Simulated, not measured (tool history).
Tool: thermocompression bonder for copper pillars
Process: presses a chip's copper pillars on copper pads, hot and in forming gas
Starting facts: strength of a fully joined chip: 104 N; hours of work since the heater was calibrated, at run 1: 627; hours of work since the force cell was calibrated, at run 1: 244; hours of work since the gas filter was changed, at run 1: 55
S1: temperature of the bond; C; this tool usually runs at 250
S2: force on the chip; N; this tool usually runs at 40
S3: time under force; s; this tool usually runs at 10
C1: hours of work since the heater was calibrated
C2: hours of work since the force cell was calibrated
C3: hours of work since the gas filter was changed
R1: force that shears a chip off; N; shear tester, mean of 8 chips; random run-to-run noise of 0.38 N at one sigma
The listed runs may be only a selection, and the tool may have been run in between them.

run 1 hour=0 | S1=250 S2=40 S3=10 | C1=627 C2=244 C3=55 | R1=41.2
run 2 hour=43.6 | S1=250 S2=40 S3=10 | C1=658 C2=275 C3=86 | R1=41.6
run 3 hour=78.8 | S1=250 S2=40 S3=14 | C1=683 C2=300 C3=111 | R1=47.2
run 4 hour=108.4 | S1=250 S2=40 S3=14 | C1=703 C2=321 C3=131 | R1=47.4
run 5 hour=136.7 | S1=250 S2=40 S3=14 | C1=723 C2=341 C3=151 | R1=48.1
run 6 hour=173.1 | S1=250 S2=40 S3=10 | C1=749 C2=366 C3=177 | R1=41.7
run 7 hour=197.4 | S1=240 S2=40 S3=10 | C1=766 C2=383 C3=194 | R1=36.4
run 8 hour=231 | S1=268 S2=40 S3=10 | C1=790 C2=407 C3=218 | R1=54.5
run 9 hour=269.2 | S1=268 S2=40 S3=10 | C1=817 C2=434 C3=245 | R1=54.4
run 10 hour=300.1 | S1=268 S2=40 S3=10 | C1=839 C2=456 C3=267 | R1=54.4
run 11 hour=345.6 | S1=243 S2=44 S3=11 | C1=871 C2=488 C3=299 | R1=43.2
run 12 hour=368.1 | S1=244 S2=39 S3=7 | C1=887 C2=504 C3=315 | R1=32.4
run 13 hour=413.4 | S1=244 S2=39 S3=7 | C1=919 C2=536 C3=347 | R1=33.7
run 14 hour=457 | S1=225 S2=40 S3=7 | C1=949 C2=566 C3=377 | R1=24.5
run 15 hour=506.3 | S1=268 S2=45 S3=6 | C1=984 C2=601 C3=412 | R1=51.5
run 16 hour=547.6 | S1=268 S2=45 S3=6 | C1=1013 C2=630 C3=441 | R1=51.4
-- hour=575.1 forming gas filter changed
run 17 hour=587.6 | S1=268 S2=43 S3=16 | C1=1041 C2=658 C3=9 | R1=69

Predict each of these 4 candidate next runs independently; none follows another, all start after run 17:
run A hour=637.9 | S1=240 S2=40 S3=10 | C1=1077 C2=694 C3=44 | R1=?
run B hour=637.9 | S1=223 S2=37 S3=14 | C1=1077 C2=694 C3=44 | R1=?
run C hour=637.9 | S1=251 S2=59 S3=10 | C1=1077 C2=694 C3=44 | R1=?
run D hour=637.9 | S1=261 S2=35 S3=10 | C1=1077 C2=694 C3=44 | R1=?

run=A R1=37.8
run=B R1=30.2
run=C R1=62.3
run=D R1=45.9
Take away the tool's hidden state, keep each run's random variation, and the runs would have read:
run=A R1=31.9
run=B R1=25.1
run=C R1=54.9
run=D R1=39.6

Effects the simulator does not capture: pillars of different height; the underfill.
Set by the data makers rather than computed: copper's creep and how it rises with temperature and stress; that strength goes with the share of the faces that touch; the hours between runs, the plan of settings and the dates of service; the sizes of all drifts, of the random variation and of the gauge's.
